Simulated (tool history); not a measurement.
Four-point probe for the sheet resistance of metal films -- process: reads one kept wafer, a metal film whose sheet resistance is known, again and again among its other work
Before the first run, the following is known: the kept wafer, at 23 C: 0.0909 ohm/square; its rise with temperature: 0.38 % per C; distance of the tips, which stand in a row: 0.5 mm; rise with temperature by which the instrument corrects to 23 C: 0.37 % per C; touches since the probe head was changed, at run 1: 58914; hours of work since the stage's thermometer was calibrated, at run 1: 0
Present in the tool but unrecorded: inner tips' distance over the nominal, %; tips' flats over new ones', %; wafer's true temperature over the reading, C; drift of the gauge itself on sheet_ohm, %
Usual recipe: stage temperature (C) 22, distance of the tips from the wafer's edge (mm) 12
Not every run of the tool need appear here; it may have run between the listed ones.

| run | hour | stage temperature (C) | distance of the tips from the wafer's edge (mm) | touches since the probe head was changed | hours of work since the stage's thermometer was calibrated | sheet resistance as the instrument gives it (ohm/square) |
|---|---|---|---|---|---|---|
| 1 | 0 | 22 | 12 | 58914 | 0 | 0.091222 |
| 2 | 57.5 | 22 | 21 | 60920 | 38 | 0.091216 |
| 3 | 100.5 | 22 | 12 | 62421 | 67 | 0.091244 |
| 4 | 144.4 | 22 | 16 | 63956 | 96 | 0.091221 |
| 5 | 216.8 | 22 | 12 | 66486 | 144 | 0.091308 |
| 6 | 283.3 | 22 | 12 | 68806 | 189 | 0.09132 |
| 7 | 361.2 | 22 | 12 | 71527 | 240 | 0.091316 |
| 8 | 406.2 | 22 | 12 | 73098 | 270 | 0.091342 |
| 9 | 480.8 | 22 | 34 | 75701 | 320 | 0.091298 |
| 10 | 524.1 | 22 | 34 | 77213 | 349 | 0.091328 |
| 11 | 574.1 | 35 | 12 | 78962 | 382 | 0.091502 |
| 12 | 609.6 | 32 | 12 | 80199 | 406 | 0.091521 |
| 13 | 677.6 | 22 | 12 | 82573 | 451 | 0.091432 |
| 14 | 756.5 | 22 | 12 | 85329 | 503 | 0.091438 |
| 15 | 824.3 | 22 | 12 | 87698 | 549 | 0.091453 |
| 16 | 888.7 | 35 | 5 | 89947 | 591 | 0.091958 |
| 17 | 957.6 | 28 | 14 | 92352 | 637 | 0.091533 |
| 18 | 1000.9 | 20 | 12 | 93864 | 666 | 0.091483 |
| 19 | 1054 | 29 | 16 | 95718 | 701 | 0.091543 |
| 20 | 1112 | 20 | 30 | 97742 | 740 | 0.091466 |
| 21 | 1154 | 25 | 30 | 99209 | 768 | 0.091535 |
| 22 | 1233.8 | 35 | 12 | 101994 | 821 | 0.091682 |
| 23 | 1306.6 | 35 | 12 | 104539 | 870 | 0.091691 |
| 24 | 1380.8 | 26 | 62 | 107127 | 919 | 0.091567 |
| 25 | 1415 | 25 | 37 | 108321 | 942 | 0.091568 |
| 26 | 1451.9 | 29 | 3 | 109609 | 966 | 0.092969 |
| 27 | 1503.3 | 24 | 5 | 111404 | 1000 | 0.092064 |
| 28 | 1561.9 | 33 | 49 | 113452 | 1039 | 0.09166 |
| 29 | 1628.8 | 26 | 33 | 115787 | 1084 | 0.091684 |
| 30 | 1664.7 | 18 | 23 | 117043 | 1108 | 0.091597 |

5 options for the next run, each taken on its own from the tool as it stands now. Forecast them:
| A | 1732.3 | 22 | 12 | 119401 | 1153 | ? |
| B | 1732.3 | 21 | 39 | 119401 | 1153 | ? |
| C | 1732.3 | 33 | 3 | 119401 | 1153 | ? |
| D | 1732.3 | 31 | 24 | 119401 | 1153 | ? |
| E | 1732.3 | 18 | 5 | 119401 | 1153 | ? |

| run | sheet resistance as the instrument gives it (ohm/square) |
|---|---|
| A | 0.091725 |
| B | 0.091634 |
| C | 0.093079 |
| D | 0.091727 |
| E | 0.092084 |
Stripped of hidden state, with their random variation kept, the same runs would have yielded:
| run | sheet resistance as the instrument gives it (ohm/square) |
|---|---|
| A | 0.090985 |
| B | 0.090896 |
| C | 0.092325 |
| D | 0.090985 |
| E | 0.091343 |

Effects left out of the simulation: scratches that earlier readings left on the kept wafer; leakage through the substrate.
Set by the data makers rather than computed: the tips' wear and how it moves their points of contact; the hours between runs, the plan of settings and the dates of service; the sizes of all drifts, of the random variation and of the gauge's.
